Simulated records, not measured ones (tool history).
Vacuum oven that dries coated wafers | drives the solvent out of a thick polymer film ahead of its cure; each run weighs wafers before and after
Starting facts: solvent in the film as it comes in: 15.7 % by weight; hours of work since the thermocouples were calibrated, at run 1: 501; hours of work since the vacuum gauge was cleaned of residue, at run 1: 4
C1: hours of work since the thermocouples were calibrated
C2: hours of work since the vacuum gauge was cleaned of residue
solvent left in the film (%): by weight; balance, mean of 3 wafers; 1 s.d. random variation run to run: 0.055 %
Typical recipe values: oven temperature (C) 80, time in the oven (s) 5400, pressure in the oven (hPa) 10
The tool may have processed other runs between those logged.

{"run": 1, "hour": 0.0, "oven temperature (C)": 80, "time in the oven (s)": 5400, "pressure in the oven (hPa)": 10, "C1": 501, "C2": 4, "solvent left in the film (%)": 2.66}
{"run": 2, "hour": 9.9, "oven temperature (C)": 80, "time in the oven (s)": 5400, "pressure in the oven (hPa)": 10, "C1": 507, "C2": 10, "solvent left in the film (%)": 2.61}
{"run": 3, "hour": 19.7, "oven temperature (C)": 80, "time in the oven (s)": 5400, "pressure in the oven (hPa)": 10, "C1": 513, "C2": 16, "solvent left in the film (%)": 2.46}
{"run": 4, "hour": 29.4, "oven temperature (C)": 80, "time in the oven (s)": 5400, "pressure in the oven (hPa)": 10, "C1": 519, "C2": 22, "solvent left in the film (%)": 2.54}
{"run": 5, "hour": 40.6, "oven temperature (C)": 80, "time in the oven (s)": 5400, "pressure in the oven (hPa)": 10, "C1": 525, "C2": 29, "solvent left in the film (%)": 2.58}
{"run": 6, "hour": 47.7, "oven temperature (C)": 80, "time in the oven (s)": 5400, "pressure in the oven (hPa)": 10, "C1": 530, "C2": 33, "solvent left in the film (%)": 2.48}
{"run": 7, "hour": 55.2, "oven temperature (C)": 80, "time in the oven (s)": 5400, "pressure in the oven (hPa)": 14.2, "C1": 534, "C2": 38, "solvent left in the film (%)": 2.72}
{"run": 8, "hour": 67.3, "oven temperature (C)": 80, "time in the oven (s)": 5400, "pressure in the oven (hPa)": 17.8, "C1": 542, "C2": 45, "solvent left in the film (%)": 2.76}
{"run": 9, "hour": 78.7, "oven temperature (C)": 80, "time in the oven (s)": 5400, "pressure in the oven (hPa)": 24, "C1": 548, "C2": 52, "solvent left in the film (%)": 2.82}
{"run": 10, "hour": 84.4, "oven temperature (C)": 80, "time in the oven (s)": 5400, "pressure in the oven (hPa)": 24, "C1": 552, "C2": 55, "solvent left in the film (%)": 2.88}
{"run": 11, "hour": 96.6, "oven temperature (C)": 80, "time in the oven (s)": 5400, "pressure in the oven (hPa)": 24, "C1": 559, "C2": 63, "solvent left in the film (%)": 2.91}
{"run": 12, "hour": 109.4, "oven temperature (C)": 80, "time in the oven (s)": 5400, "pressure in the oven (hPa)": 24, "C1": 567, "C2": 71, "solvent left in the film (%)": 2.86}
{"run": 13, "hour": 122.2, "oven temperature (C)": 80, "time in the oven (s)": 5400, "pressure in the oven (hPa)": 24, "C1": 575, "C2": 78, "solvent left in the film (%)": 2.91}
{"run": 14, "hour": 134.3, "oven temperature (C)": 80, "time in the oven (s)": 5400, "pressure in the oven (hPa)": 24, "C1": 582, "C2": 86, "solvent left in the film (%)": 2.95}
{"run": 15, "hour": 147.2, "oven temperature (C)": 81, "time in the oven (s)": 3600, "pressure in the oven (hPa)": 5.4, "C1": 590, "C2": 93, "solvent left in the film (%)": 3.94}
{"run": 16, "hour": 158.9, "oven temperature (C)": 81, "time in the oven (s)": 3600, "pressure in the oven (hPa)": 5.4, "C1": 597, "C2": 101, "solvent left in the film (%)": 4}
{"run": 17, "hour": 164.8, "oven temperature (C)": 81, "time in the oven (s)": 3600, "pressure in the oven (hPa)": 5.4, "C1": 601, "C2": 104, "solvent left in the film (%)": 4.06}
{"run": 18, "hour": 177.7, "oven temperature (C)": 75, "time in the oven (s)": 3600, "pressure in the oven (hPa)": 6.6, "C1": 608, "C2": 112, "solvent left in the film (%)": 6.18}
{"run": 19, "hour": 188.5, "oven temperature (C)": 75, "time in the oven (s)": 3600, "pressure in the oven (hPa)": 6.6, "C1": 615, "C2": 119, "solvent left in the film (%)": 6.08}
{"run": 20, "hour": 194.1, "oven temperature (C)": 75, "time in the oven (s)": 3600, "pressure in the oven (hPa)": 6.6, "C1": 618, "C2": 122, "solvent left in the film (%)": 6.18}
{"run": 21, "hour": 202.9, "oven temperature (C)": 75, "time in the oven (s)": 5700, "pressure in the oven (hPa)": 11.4, "C1": 624, "C2": 127, "solvent left in the film (%)": 4.12}
{"run": 22, "hour": 210.1, "oven temperature (C)": 90, "time in the oven (s)": 5700, "pressure in the oven (hPa)": 7.6, "C1": 628, "C2": 132, "solvent left in the film (%)": 0.44}
{"run": 23, "hour": 223.0, "oven temperature (C)": 80, "time in the oven (s)": 8580, "pressure in the oven (hPa)": 10, "C1": 636, "C2": 139, "solvent left in the film (%)": 1.11}
{"run": 24, "hour": 229.0, "oven temperature (C)": 78, "time in the oven (s)": 8580, "pressure in the oven (hPa)": 29.4, "C1": 640, "C2": 143, "solvent left in the film (%)": 2.02}
{"run": 25, "hour": 240.2, "oven temperature (C)": 83, "time in the oven (s)": 5460, "pressure in the oven (hPa)": 5.4, "C1": 646, "C2": 150, "solvent left in the film (%)": 1.67}

Alternative continuations, all from the tool just after run 25; predict every row:
{"run": "A", "hour": 251.5, "oven temperature (C)": 66, "time in the oven (s)": 2820, "pressure in the oven (hPa)": 8.8, "C1": 653, "C2": 157, "solvent left in the film (%)": "?"}
{"run": "B", "hour": 251.5, "oven temperature (C)": 80, "time in the oven (s)": 4320, "pressure in the oven (hPa)": 10, "C1": 653, "C2": 157, "solvent left in the film (%)": "?"}
{"run": "C", "hour": 251.5, "oven temperature (C)": 80, "time in the oven (s)": 3660, "pressure in the oven (hPa)": 10, "C1": 653, "C2": 157, "solvent left in the film (%)": "?"}

run=A solvent_left_in_the_film_(%)=10.09
run=B solvent_left_in_the_film_(%)=3.67
run=C solvent_left_in_the_film_(%)=4.44
With no hidden state in the tool, these same runs would have given:
run=A solvent_left_in_the_film_(%)=9.85
run=B solvent_left_in_the_film_(%)=3.35
run=C solvent_left_in_the_film_(%)=4.1
